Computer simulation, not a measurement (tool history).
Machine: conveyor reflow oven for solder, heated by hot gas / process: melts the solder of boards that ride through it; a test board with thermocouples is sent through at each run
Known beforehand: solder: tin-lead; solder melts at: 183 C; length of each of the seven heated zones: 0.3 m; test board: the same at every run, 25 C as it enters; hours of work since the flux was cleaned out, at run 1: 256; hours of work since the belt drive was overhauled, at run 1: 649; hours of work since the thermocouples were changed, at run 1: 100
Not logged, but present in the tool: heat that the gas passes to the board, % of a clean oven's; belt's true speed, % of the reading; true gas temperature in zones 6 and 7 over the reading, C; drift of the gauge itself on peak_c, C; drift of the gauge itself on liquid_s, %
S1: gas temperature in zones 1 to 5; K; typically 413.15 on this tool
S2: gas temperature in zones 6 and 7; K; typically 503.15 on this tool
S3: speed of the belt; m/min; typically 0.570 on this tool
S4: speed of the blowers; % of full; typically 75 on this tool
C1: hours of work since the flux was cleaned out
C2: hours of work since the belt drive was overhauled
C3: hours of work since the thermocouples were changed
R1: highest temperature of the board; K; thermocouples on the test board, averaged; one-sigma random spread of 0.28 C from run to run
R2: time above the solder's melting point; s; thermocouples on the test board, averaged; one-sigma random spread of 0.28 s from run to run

Run 1, hour 0.0: usual settings; C1 256; C2 649; C3 100. Result: R1 486.05 K, R2 45.3 s.
Run 2, hour 28.3: usual settings; C1 274; C2 666; C3 118. Result: R1 485.75 K, R2 44.8 s.
Run 3, hour 55.4: usual settings; C1 291; C2 683; C3 135. Result: R1 485.75 K, R2 44.8 s.
Run 4, hour 76.1: usual settings but S2 499.15 K; C1 304; C2 696; C3 148. Result: R1 482.35 K, R2 42.5 s.
Run 5, hour 90.1: usual settings but S3 0.639 m/min; C1 312; C2 705; C3 157. Result: R1 481.45 K, R2 36.2 s.
Run 6, hour 120.9: usual settings but S3 0.639 m/min; C1 332; C2 724; C3 176. Result: R1 481.65 K, R2 36.6 s.
Run 7, hour 135.4: usual settings but S3 0.639 m/min; C1 341; C2 733; C3 185. Result: R1 481.55 K, R2 36.6 s.
At hour 150.5: flux residue cleaned out of gas plates and filters.
Run 8, hour 169.2: usual settings but S3 0.639 m/min; C1 12; C2 751; C3 203. Result: R1 484.55 K, R2 39.2 s.
Run 9, hour 191.5: usual settings; C1 26; C2 765; C3 217. Result: R1 488.05 K, R2 47.6 s.
Run 10, hour 206.8: usual settings; C1 35; C2 775; C3 227. Result: R1 488.25 K, R2 47.9 s.
Run 11, hour 229.9: usual settings but S2 509.15 K, S3 0.665 m/min, S4 62 % of full; C1 50; C2 789; C3 241. Result: R1 485.05 K, R2 36.9 s.
Run 12, hour 258.6: usual settings but S2 509.15 K, S3 0.665 m/min, S4 62 % of full; C1 68; C2 807; C3 259. Result: R1 484.35 K, R2 36.4 s.
Run 13, hour 280.1: usual settings but S2 509.15 K, S3 0.665 m/min, S4 62 % of full; C1 81; C2 821; C3 272. Result: R1 484.25 K, R2 37.1 s.
Run 14, hour 305.4: usual settings but S2 509.15 K, S3 0.665 m/min, S4 62 % of full; C1 97; C2 836; C3 288. Result: R1 484.55 K, R2 36.8 s.
Run 15, hour 337.6: usual settings but S2 510.15 K, S3 0.600 m/min, S4 62 % of full; C1 117; C2 857; C3 308. Result: R1 489.75 K, R2 44.9 s.
Run 16, hour 355.7: usual settings but S2 510.15 K, S3 0.622 m/min; C1 128; C2 868; C3 320. Result: R1 491.25 K, R2 44.5 s.
Run 17, hour 387.3: usual settings but S2 514.15 K; C1 148; C2 888; C3 340. Result: R1 497.25 K, R2 52.4 s.
Run 18, hour 419.7: usual settings but S3 0.510 m/min, S4 56 % of full; C1 168; C2 908; C3 360. Result: R1 487.65 K, R2 51.9 s.
Run 19, hour 441.9: usual settings but S1 399.15 K, S3 0.510 m/min, S4 56 % of full; C1 182; C2 922; C3 374. Result: R1 484.05 K, R2 45.5 s.
Run 20, hour 467.0: usual settings but S2 514.15 K; C1 198; C2 937; C3 389. Result: R1 496.65 K, R2 52.6 s.

Here are 4 independent what-if runs from the current tool condition. What would each one return?
Run A, hour 499.8: usual settings but S3 0.509 m/min; C1 218; C2 958; C3 410. Result: R1 ?, R2 ?.
Run B, hour 499.8: usual settings but S1 426.15 K, S3 0.517 m/min; C1 218; C2 958; C3 410. Result: R1 ?, R2 ?.
Run C, hour 499.8: usual settings but S3 0.555 m/min, S4 77 % of full; C1 218; C2 958; C3 410. Result: R1 ?, R2 ?.
Run D, hour 499.8: usual settings but S2 508.15 K; C1 218; C2 958; C3 410. Result: R1 ?, R2 ?.

run      R1    R2
  A  490.75  55.7
  B  492.65  60.7
  C  488.35  49.3
  D  491.65  50.1
Without the tool's unlogged condition, the same runs would have read:
run      R1    R2
  A  490.25  54.6
  B  492.05  59.4
  C  488.05  48.5
  D  491.45  49.3

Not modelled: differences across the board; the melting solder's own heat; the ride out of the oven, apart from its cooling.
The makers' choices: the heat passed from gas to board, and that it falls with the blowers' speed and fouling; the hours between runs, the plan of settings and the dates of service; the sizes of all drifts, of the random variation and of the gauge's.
